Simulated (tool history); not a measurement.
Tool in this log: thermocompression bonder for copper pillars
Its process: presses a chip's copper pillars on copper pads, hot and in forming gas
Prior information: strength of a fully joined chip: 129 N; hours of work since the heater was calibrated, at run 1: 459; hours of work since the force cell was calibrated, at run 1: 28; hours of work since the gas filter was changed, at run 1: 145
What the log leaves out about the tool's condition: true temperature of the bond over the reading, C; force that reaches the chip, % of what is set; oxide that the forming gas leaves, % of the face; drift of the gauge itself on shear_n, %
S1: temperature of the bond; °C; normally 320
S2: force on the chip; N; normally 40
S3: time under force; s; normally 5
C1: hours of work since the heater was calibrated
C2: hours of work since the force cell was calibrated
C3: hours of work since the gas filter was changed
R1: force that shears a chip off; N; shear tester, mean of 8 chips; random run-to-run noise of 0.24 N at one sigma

run 1 hour=0.0 | S1=320 S2=40 S3=5 | C1=459 C2=28 C3=145 | R1=77.4
run 2 hour=10.5 | S1=320 S2=29 S3=5 | C1=463 C2=33 C3=149 | R1=67.8
run 3 hour=23.2 | S1=320 S2=32 S3=5 | C1=469 C2=38 C3=155 | R1=70.7
run 4 hour=34.7 | S1=320 S2=32 S3=5 | C1=474 C2=43 C3=160 | R1=70.8
run 5 hour=52.1 | S1=350 S2=32 S3=5 | C1=481 C2=51 C3=167 | R1=85.8
run 6 hour=65.0 | S1=320 S2=40 S3=12 | C1=487 C2=56 C3=173 | R1=96.8
run 7 hour=78.7 | S1=320 S2=40 S3=4 | C1=493 C2=62 C3=179 | R1=72.3
run 8 hour=90.8 | S1=320 S2=40 S3=4 | C1=498 C2=68 C3=184 | R1=72.1
run 9 hour=106.0 | S1=320 S2=40 S3=4 | C1=505 C2=74 C3=191 | R1=72.2
run 10 hour=123.8 | S1=320 S2=40 S3=5 | C1=513 C2=82 C3=198 | R1=77.2
run 11 hour=140.7 | S1=320 S2=40 S3=5 | C1=520 C2=89 C3=206 | R1=77.2
run 12 hour=160.5 | S1=320 S2=31 S3=5 | C1=528 C2=98 C3=214 | R1=69.8
run 13 hour=176.8 | S1=320 S2=31 S3=5 | C1=535 C2=105 C3=221 | R1=69.8
-- hour=186.3 forming gas filter changed
run 14 hour=189.0 | S1=320 S2=31 S3=5 | C1=541 C2=110 C3=1 | R1=71.9
run 15 hour=201.6 | S1=320 S2=31 S3=5 | C1=546 C2=115 C3=7 | R1=71.1
run 16 hour=215.6 | S1=320 S2=31 S3=5 | C1=552 C2=121 C3=13 | R1=71.9
run 17 hour=231.7 | S1=320 S2=31 S3=5 | C1=559 C2=128 C3=20 | R1=71.8
run 18 hour=244.3 | S1=320 S2=40 S3=5 | C1=564 C2=134 C3=25 | R1=79.6
run 19 hour=262.3 | S1=320 S2=40 S3=5 | C1=572 C2=142 C3=33 | R1=79.4
run 20 hour=277.2 | S1=320 S2=40 S3=5 | C1=579 C2=148 C3=39 | R1=79.7
run 21 hour=286.7 | S1=327 S2=40 S3=5 | C1=583 C2=152 C3=43 | R1=83.2
run 22 hour=295.2 | S1=327 S2=40 S3=9 | C1=587 C2=156 C3=47 | R1=96.6
-- hour=298.3 force cell calibrated
run 23 hour=307.1 | S1=328 S2=48 S3=11 | C1=591 C2=4 C3=52 | R1=105.7
run 24 hour=325.9 | S1=318 S2=25 S3=10 | C1=599 C2=12 C3=60 | R1=80.5
run 25 hour=343.8 | S1=318 S2=25 S3=10 | C1=607 C2=20 C3=68 | R1=80.2
run 26 hour=355.1 | S1=302 S2=47 S3=4 | C1=612 C2=25 C3=72 | R1=69.3
run 27 hour=372.3 | S1=302 S2=47 S3=4 | C1=619 C2=32 C3=80 | R1=69.0
run 28 hour=382.9 | S1=325 S2=45 S3=10 | C1=624 C2=37 C3=84 | R1=101.0
run 29 hour=398.1 | S1=325 S2=45 S3=10 | C1=630 C2=43 C3=91 | R1=100.6
-- hour=412.2 force cell calibrated, once more
run 30 hour=416.6 | S1=325 S2=49 S3=10 | C1=638 C2=2 C3=98 | R1=102.1
run 31 hour=429.0 | S1=325 S2=49 S3=10 | C1=643 C2=7 C3=104 | R1=102.4
run 32 hour=444.3 | S1=342 S2=34 S3=11 | C1=650 C2=14 C3=110 | R1=101.6
run 33 hour=454.0 | S1=320 S2=40 S3=4 | C1=654 C2=18 C3=115 | R1=73.3
run 34 hour=466.8 | S1=320 S2=42 S3=5 | C1=660 C2=24 C3=120 | R1=79.9
run 35 hour=478.2 | S1=338 S2=42 S3=5 | C1=664 C2=29 C3=125 | R1=89.5
run 36 hour=493.8 | S1=304 S2=40 S3=6 | C1=671 C2=35 C3=132 | R1=73.9
run 37 hour=513.5 | S1=304 S2=40 S3=6 | C1=680 C2=44 C3=140 | R1=73.3
run 38 hour=530.1 | S1=345 S2=29 S3=4 | C1=687 C2=51 C3=148 | R1=76.6
run 39 hour=540.4 | S1=345 S2=29 S3=4 | C1=691 C2=56 C3=152 | R1=76.1
run 40 hour=554.8 | S1=321 S2=40 S3=5 | C1=698 C2=62 C3=158 | R1=78.9

Pick out some run-to-run changes in R1. Of each, how much would a tool without hidden state show as well, from the settings, what came in and chance, and how much is left for the hidden state and any gauge scatter not in both results compared?
Run 13 -> 14: forming gas filter changed. R1 +2.1 N: hidden state +2.2, all else -0.1.
Run 23 -> 24: S1 328 -> 318, S2 48 -> 25, S3 11 -> 10. R1 -25.2 N: hidden state +0.9, all else -26.1.
Run 27 -> 28: S1 302 -> 325, S2 47 -> 45, S3 4 -> 10. R1 +32.0 N: hidden state -0.9, all else +32.9.
Run 32 -> 33: S1 342 -> 320, S2 34 -> 40, S3 11 -> 4. R1 -28.3 N: hidden state +1.0, all else -29.3.
